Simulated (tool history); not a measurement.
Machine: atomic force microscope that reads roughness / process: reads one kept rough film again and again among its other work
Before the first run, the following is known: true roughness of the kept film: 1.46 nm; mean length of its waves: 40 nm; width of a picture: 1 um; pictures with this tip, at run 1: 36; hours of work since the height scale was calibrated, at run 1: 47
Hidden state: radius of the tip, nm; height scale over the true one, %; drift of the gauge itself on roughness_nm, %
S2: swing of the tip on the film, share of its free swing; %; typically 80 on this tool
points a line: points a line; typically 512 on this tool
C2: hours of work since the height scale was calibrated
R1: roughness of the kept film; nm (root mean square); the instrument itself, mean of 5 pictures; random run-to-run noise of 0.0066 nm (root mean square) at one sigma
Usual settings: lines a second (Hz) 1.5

{"run": 1, "hour": 0.0, "lines a second (Hz)": 1.5, "S2": 80, "points a line": 512, "pictures with this tip": 36, "C2": 47, "R1": 1.319}
{"run": 2, "hour": 9.4, "lines a second (Hz)": 1.5, "S2": 80, "points a line": 512, "pictures with this tip": 51, "C2": 54, "R1": 1.31}
{"run": 3, "hour": 17.3, "lines a second (Hz)": 1.5, "S2": 76, "points a line": 512, "pictures with this tip": 64, "C2": 59, "R1": 1.333}
{"run": 4, "hour": 26.7, "lines a second (Hz)": 1.5, "S2": 78, "points a line": 512, "pictures with this tip": 78, "C2": 66, "R1": 1.322}
{"run": 5, "hour": 34.5, "lines a second (Hz)": 1.5, "S2": 78, "points a line": 512, "pictures with this tip": 91, "C2": 71, "R1": 1.327}
{"run": 6, "hour": 38.8, "lines a second (Hz)": 1.5, "S2": 83, "points a line": 512, "pictures with this tip": 98, "C2": 74, "R1": 1.306}
{"run": 7, "hour": 43.7, "lines a second (Hz)": 1.5, "S2": 83, "points a line": 512, "pictures with this tip": 105, "C2": 78, "R1": 1.313}
{"run": 8, "hour": 52.5, "lines a second (Hz)": 1.5, "S2": 83, "points a line": 512, "pictures with this tip": 119, "C2": 84, "R1": 1.303}
{"run": 9, "hour": 59.4, "lines a second (Hz)": 1.5, "S2": 83, "points a line": 512, "pictures with this tip": 130, "C2": 89, "R1": 1.316}
{"hour": 66.4, "done": "new tip fitted"}
{"run": 10, "hour": 69.3, "lines a second (Hz)": 1.5, "S2": 83, "points a line": 512, "pictures with this tip": 4, "C2": 95, "R1": 1.314}
{"run": 11, "hour": 77.3, "lines a second (Hz)": 1.5, "S2": 80, "points a line": 512, "pictures with this tip": 17, "C2": 101, "R1": 1.322}
{"run": 12, "hour": 82.0, "lines a second (Hz)": 1.5, "S2": 80, "points a line": 512, "pictures with this tip": 24, "C2": 104, "R1": 1.318}
{"run": 13, "hour": 89.5, "lines a second (Hz)": 1.5, "S2": 80, "points a line": 512, "pictures with this tip": 36, "C2": 109, "R1": 1.32}
{"run": 14, "hour": 96.5, "lines a second (Hz)": 1.5, "S2": 80, "points a line": 512, "pictures with this tip": 47, "C2": 114, "R1": 1.318}
{"run": 15, "hour": 101.4, "lines a second (Hz)": 1.5, "S2": 80, "points a line": 512, "pictures with this tip": 55, "C2": 118, "R1": 1.332}
{"run": 16, "hour": 110.1, "lines a second (Hz)": 1.5, "S2": 80, "points a line": 512, "pictures with this tip": 69, "C2": 124, "R1": 1.316}
{"run": 17, "hour": 117.4, "lines a second (Hz)": 1.5, "S2": 80, "points a line": 512, "pictures with this tip": 80, "C2": 129, "R1": 1.319}
{"run": 18, "hour": 123.2, "lines a second (Hz)": 1.48, "S2": 80, "points a line": 512, "pictures with this tip": 89, "C2": 133, "R1": 1.324}
{"run": 19, "hour": 131.3, "lines a second (Hz)": 1.5, "S2": 80, "points a line": 512, "pictures with this tip": 102, "C2": 138, "R1": 1.326}
{"run": 20, "hour": 138.8, "lines a second (Hz)": 1.5, "S2": 80, "points a line": 512, "pictures with this tip": 114, "C2": 144, "R1": 1.321}
{"run": 21, "hour": 142.9, "lines a second (Hz)": 1.5, "S2": 80, "points a line": 597, "pictures with this tip": 121, "C2": 146, "R1": 1.311}
{"run": 22, "hour": 148.0, "lines a second (Hz)": 3.21, "S2": 55, "points a line": 344, "pictures with this tip": 129, "C2": 150, "R1": 1.359}
{"hour": 156.2, "done": "new tip fitted"}
{"run": 23, "hour": 156.9, "lines a second (Hz)": 0.51, "S2": 83, "points a line": 484, "pictures with this tip": 1, "C2": 156, "R1": 1.373}
{"run": 24, "hour": 164.9, "lines a second (Hz)": 2.75, "S2": 68, "points a line": 679, "pictures with this tip": 14, "C2": 161, "R1": 1.32}
{"run": 25, "hour": 169.3, "lines a second (Hz)": 1.67, "S2": 79, "points a line": 512, "pictures with this tip": 21, "C2": 165, "R1": 1.32}
{"run": 26, "hour": 177.7, "lines a second (Hz)": 2.12, "S2": 61, "points a line": 335, "pictures with this tip": 34, "C2": 170, "R1": 1.361}
{"run": 27, "hour": 183.4, "lines a second (Hz)": 0.56, "S2": 80, "points a line": 512, "pictures with this tip": 43, "C2": 174, "R1": 1.383}
{"run": 28, "hour": 192.3, "lines a second (Hz)": 1.5, "S2": 83, "points a line": 259, "pictures with this tip": 57, "C2": 181, "R1": 1.31}
{"run": 29, "hour": 199.2, "lines a second (Hz)": 1.5, "S2": 83, "points a line": 259, "pictures with this tip": 68, "C2": 185, "R1": 1.298}
{"run": 30, "hour": 206.4, "lines a second (Hz)": 1.96, "S2": 73, "points a line": 542, "pictures with this tip": 79, "C2": 190, "R1": 1.328}
{"run": 31, "hour": 214.2, "lines a second (Hz)": 3.63, "S2": 75, "points a line": 838, "pictures with this tip": 92, "C2": 196, "R1": 1.246}
{"run": 32, "hour": 218.3, "lines a second (Hz)": 3.63, "S2": 75, "points a line": 838, "pictures with this tip": 98, "C2": 199, "R1": 1.245}
{"run": 33, "hour": 225.3, "lines a second (Hz)": 3.63, "S2": 75, "points a line": 838, "pictures with this tip": 109, "C2": 204, "R1": 1.244}
{"run": 34, "hour": 229.5, "lines a second (Hz)": 3.63, "S2": 79, "points a line": 722, "pictures with this tip": 116, "C2": 207, "R1": 1.214}
{"run": 35, "hour": 237.3, "lines a second (Hz)": 0.87, "S2": 85, "points a line": 973, "pictures with this tip": 128, "C2": 212, "R1": 1.353}
{"hour": 245.7, "done": "new tip fitted"}
{"run": 36, "hour": 246.9, "lines a second (Hz)": 0.87, "S2": 85, "points a line": 973, "pictures with this tip": 2, "C2": 218, "R1": 1.355}
{"run": 37, "hour": 253.9, "lines a second (Hz)": 1.44, "S2": 85, "points a line": 512, "pictures with this tip": 13, "C2": 223, "R1": 1.304}
{"run": 38, "hour": 260.8, "lines a second (Hz)": 1.44, "S2": 85, "points a line": 512, "pictures with this tip": 24, "C2": 228, "R1": 1.299}
{"run": 39, "hour": 267.5, "lines a second (Hz)": 1.44, "S2": 85, "points a line": 512, "pictures with this tip": 34, "C2": 233, "R1": 1.297}
{"run": 40, "hour": 275.3, "lines a second (Hz)": 1.15, "S2": 55, "points a line": 310, "pictures with this tip": 47, "C2": 238, "R1": 1.4}
{"run": 41, "hour": 280.7, "lines a second (Hz)": 1.15, "S2": 55, "points a line": 310, "pictures with this tip": 55, "C2": 242, "R1": 1.392}
{"run": 42, "hour": 288.3, "lines a second (Hz)": 1.15, "S2": 55, "points a line": 310, "pictures with this tip": 67, "C2": 247, "R1": 1.402}

What if the next run were any one of these 3? Each begins from the tool's condition after run 42:
{"run": "A", "hour": 296.6, "lines a second (Hz)": 1.15, "S2": 65, "points a line": 310, "pictures with this tip": 80, "C2": 253, "R1": "?"}
{"run": "B", "hour": 296.6, "lines a second (Hz)": 1.65, "S2": 80, "points a line": 512, "pictures with this tip": 80, "C2": 253, "R1": "?"}
{"run": "C", "hour": 296.6, "lines a second (Hz)": 1.15, "S2": 79, "points a line": 310, "pictures with this tip": 80, "C2": 253, "R1": "?"}

run=A R1=1.388
run=B R1=1.316
run=C R1=1.348
Without the tool's unlogged condition, the same runs would have read:
run=A R1=1.389
run=B R1=1.317
run=C R1=1.35
